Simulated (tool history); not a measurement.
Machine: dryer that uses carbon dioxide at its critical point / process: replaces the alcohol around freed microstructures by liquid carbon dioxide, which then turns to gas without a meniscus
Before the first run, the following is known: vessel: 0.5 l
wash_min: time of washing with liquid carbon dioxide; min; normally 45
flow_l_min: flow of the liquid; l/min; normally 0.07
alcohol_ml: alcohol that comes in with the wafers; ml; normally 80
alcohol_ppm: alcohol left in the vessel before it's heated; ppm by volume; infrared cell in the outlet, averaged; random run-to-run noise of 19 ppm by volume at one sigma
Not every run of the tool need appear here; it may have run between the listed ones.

| run | hour | wash_min | flow_l_min | alcohol_ml | alcohol_ppm |
|---|---|---|---|---|---|
| 1 | 0 | 45 | 0.07 | 80 | 2671 |
| 2 | 14.3 | 45 | 0.07 | 80 | 2652 |
| 3 | 38.2 | 45 | 0.07 | 80 | 2710 |
| 4 | 51.6 | 45 | 0.07 | 67 | 2354 |
| 5 | 73 | 45 | 0.07 | 67 | 2368 |
| 6 | 87.2 | 45 | 0.07 | 80 | 2885 |
| 7 | 99.2 | 45 | 0.07 | 80 | 2974 |
|  | 106.4 | inlet filter changed |
| 8 | 123.7 | 45 | 0.07 | 80 | 1329 |
| 9 | 139.6 | 45 | 0.07 | 60 | 1011 |
| 10 | 150.6 | 42 | 0.07 | 60 | 1421 |
| 11 | 171.1 | 42 | 0.07 | 60 | 1413 |
| 12 | 188.9 | 42 | 0.07 | 57 | 1392 |
| 13 | 214.4 | 45 | 0.0955 | 80 | 257 |
| 14 | 238.7 | 66 | 0.07 | 80 | 195 |
| 15 | 263.1 | 45 | 0.07 | 80 | 1564 |
| 16 | 285.6 | 45 | 0.07 | 80 | 1677 |
| 17 | 300.7 | 45 | 0.07 | 80 | 1711 |
| 18 | 318 | 45 | 0.07 | 80 | 1743 |
| 19 | 333.3 | 45 | 0.07 | 80 | 1763 |
| 20 | 344.8 | 45 | 0.07 | 80 | 1790 |
| 21 | 368.5 | 45 | 0.0433 | 80 | 10862 |
| 22 | 392 | 45 | 0.0433 | 80 | 11067 |
| 23 | 405.6 | 45 | 0.07 | 80 | 1999 |
| 24 | 427.4 | 45 | 0.07 | 80 | 2029 |
| 25 | 445.3 | 45 | 0.07 | 80 | 2089 |
| 26 | 467.8 | 45 | 0.07 | 80 | 2141 |
| 27 | 479.8 | 69 | 0.0952 | 74 | 36 |
| 28 | 498.3 | 69 | 0.0952 | 74 | 41 |
| 29 | 519.8 | 69 | 0.0952 | 74 | 55 |
| 30 | 544.9 | 45 | 0.0504 | 78 | 8048 |
| 31 | 563.8 | 67 | 0.0691 | 55 | 264 |
| 32 | 575.3 | 71 | 0.1164 | 55 | 27 |
| 33 | 600 | 32 | 0.07 | 80 | 8693 |
| 34 | 614.8 | 38 | 0.0908 | 67 | 1446 |
| 35 | 638.7 | 38 | 0.0553 | 67 | 9067 |
| 36 | 654.8 | 38 | 0.0903 | 67 | 1579 |
|  | 659.8 | inlet filter changed |
| 37 | 666.7 | 40 | 0.0693 | 27 | 769 |
| 38 | 681 | 45 | 0.1153 | 36 | 56 |

Predict the results of run 39:
| 39 | 698.9 | 45 | 0.0534 | 39 | ? |

alcohol_ppm: 2134 ppm by volume
Had the tool carried no hidden state, the very same run would have given alcohol_ppm 1999 ppm by volume.

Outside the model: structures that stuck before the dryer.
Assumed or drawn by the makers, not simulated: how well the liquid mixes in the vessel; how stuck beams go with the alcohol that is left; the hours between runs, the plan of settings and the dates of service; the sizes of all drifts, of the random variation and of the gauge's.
